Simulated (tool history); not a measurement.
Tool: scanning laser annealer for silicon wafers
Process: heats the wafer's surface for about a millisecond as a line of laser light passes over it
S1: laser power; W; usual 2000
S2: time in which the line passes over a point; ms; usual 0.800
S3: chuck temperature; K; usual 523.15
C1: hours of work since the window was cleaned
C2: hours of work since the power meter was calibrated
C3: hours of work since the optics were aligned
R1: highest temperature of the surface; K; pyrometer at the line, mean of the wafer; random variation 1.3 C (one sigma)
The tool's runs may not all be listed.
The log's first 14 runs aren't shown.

run	hour	S1	S2	S3	C1	C2	C3	R1
15	279.1	1708	0.639	523.15	189	47	652	1081.15
16	294.3	1708	0.639	511.15	197	55	660	1068.15
# hour 311.3: laser's power meter calibrated, once more
17	319.2	1708	0.639	511.15	209	4	671	1064.15
18	331.6	2000	0.800	523.15	215	11	678	1229.15
19	345.3	2000	0.894	533.15	222	18	685	1279.15
20	369.8	2000	0.894	533.15	235	31	698	1277.15
21	384.4	1731	0.894	486.15	243	38	705	1137.15
22	396.6	2176	0.894	525.15	249	45	712	1330.15
23	406.9	1818	0.800	544.15	255	50	717	1190.15
24	425.4	2178	0.619	544.15	265	60	727	1223.15
25	437.9	1861	0.628	530.15	271	67	734	1117.15
26	458.8	2020	0.573	512.15	282	78	744	1121.15
27	474.8	2064	0.784	523.15	291	86	753	1240.15
28	492.7	1786	0.887	541.15	300	95	762	1205.15
29	505.8	2070	0.800	544.15	307	102	769	1269.15
30	528.3	2000	0.873	523.15	319	114	781	1255.15
31	546.1	1851	0.800	553.15	328	124	790	1206.15
32	567.1	1749	0.800	523.15	339	135	801	1143.15
33	585.2	1749	0.780	523.15	349	144	811	1134.15
34	608.5	1749	0.780	523.15	361	156	823	1135.15
35	621.5	1928	0.810	492.15	368	163	830	1174.15
36	637.3	1805	0.643	561.15	376	172	838	1139.15

4 ways to go on from here, each from the tool as it stands after run 36. What would each give?
A	660.8	2180	0.731	485.15	388	184	851	?
B	660.8	2094	0.643	561.15	388	184	851	?
C	660.8	1918	0.689	486.15	388	184	851	?
D	660.8	2035	0.941	485.15	388	184	851	?

run	R1
A	1212.15
B	1223.15
C	1114.15
D	1253.15
Without the tool's hidden state the same runs would have given:
run	R1
A	1239.15
B	1248.15
C	1137.15
D	1282.15

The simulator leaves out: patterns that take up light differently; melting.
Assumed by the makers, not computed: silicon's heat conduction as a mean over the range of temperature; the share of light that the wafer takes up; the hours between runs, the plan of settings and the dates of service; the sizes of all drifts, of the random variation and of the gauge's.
